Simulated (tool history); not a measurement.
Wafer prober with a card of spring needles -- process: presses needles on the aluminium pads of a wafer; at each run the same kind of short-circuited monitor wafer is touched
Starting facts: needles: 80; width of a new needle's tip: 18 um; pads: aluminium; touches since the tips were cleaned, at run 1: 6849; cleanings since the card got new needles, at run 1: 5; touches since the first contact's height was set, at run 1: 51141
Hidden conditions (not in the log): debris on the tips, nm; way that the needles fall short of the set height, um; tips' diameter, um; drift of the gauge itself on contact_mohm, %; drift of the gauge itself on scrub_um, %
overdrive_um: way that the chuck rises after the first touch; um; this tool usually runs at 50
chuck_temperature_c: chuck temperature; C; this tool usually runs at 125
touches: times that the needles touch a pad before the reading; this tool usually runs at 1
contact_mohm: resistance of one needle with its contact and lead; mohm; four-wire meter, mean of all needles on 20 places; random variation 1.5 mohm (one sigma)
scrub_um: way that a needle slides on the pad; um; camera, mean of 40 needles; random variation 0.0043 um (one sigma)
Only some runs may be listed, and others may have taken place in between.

run,hour,overdrive_um,chuck_temperature_c,touches,touches since the tips were cleaned,cleanings since the card got new needles,touches since the first contact's height was set,contact_mohm,scrub_um
1,0,50,125,1,6849,5,51141,163,6.97
# hour 7.5: tips cleaned on abrasive film
2,14.6,50,125,1,1594,6,54412,152,6.963
3,22.3,50,55,1,3346,6,56164,157,6.964
4,36.3,56,125,1,6505,6,59323,160,7.803
5,43.3,56,125,1,8077,6,60895,159,7.804
# hour 44.8: tips cleaned on abrasive film
6,57.6,56,125,1,2894,7,64096,154,7.793
7,70,56,125,1,5710,7,66912,161,7.795
# hour 81.9: tips cleaned on abrasive film
8,84.3,50,125,1,523,8,70097,142,6.951
9,94.4,50,125,1,2807,8,72381,159,6.949
# hour 99.4: height of the first contact set anew
10,109.5,50,125,1,6153,8,2267,166,6.936
# hour 119.3: tips cleaned on abrasive film
11,125.3,50,125,1,1354,9,5813,154,6.918
12,140.6,50,125,1,4817,9,9276,164,6.917
13,155.9,53,47,2,8269,9,12728,141,7.339
# hour 157.4: tips cleaned on abrasive film
14,163.3,64,125,1,1327,10,14379,147,8.876
# hour 177.4: height of the first contact set anew, once more
15,177.6,64,27,1,4471,10,39,143,8.954
16,186.5,51,36,1,6502,10,2070,158,7.139
# hour 194.8: tips cleaned on abrasive film
17,198.9,51,36,1,940,11,4846,137,7.125
18,212.1,47,78,2,3921,11,7827,150,6.57

5 options for the next run, each taken on its own from the tool as it stands now. Forecast them:
A,227.4,39,125,1,7371,11,11277,?,?
B,227.4,40,94,1,7371,11,11277,?,?
C,227.4,39,100,2,7371,11,11277,?,?
D,227.4,47,90,2,7371,11,11277,?,?
E,227.4,68,26,1,7371,11,11277,?,?

run,contact_mohm,scrub_um
A,184,5.456
B,184,5.589
C,164,5.452
D,155,6.571
E,144,9.511
The same runs, with their run-to-run variation unchanged, on a tool lacking any hidden condition would have given:
run,contact_mohm,scrub_um
A,137,5.464
B,135,5.597
C,134,5.46
D,132,6.579
E,121,9.519
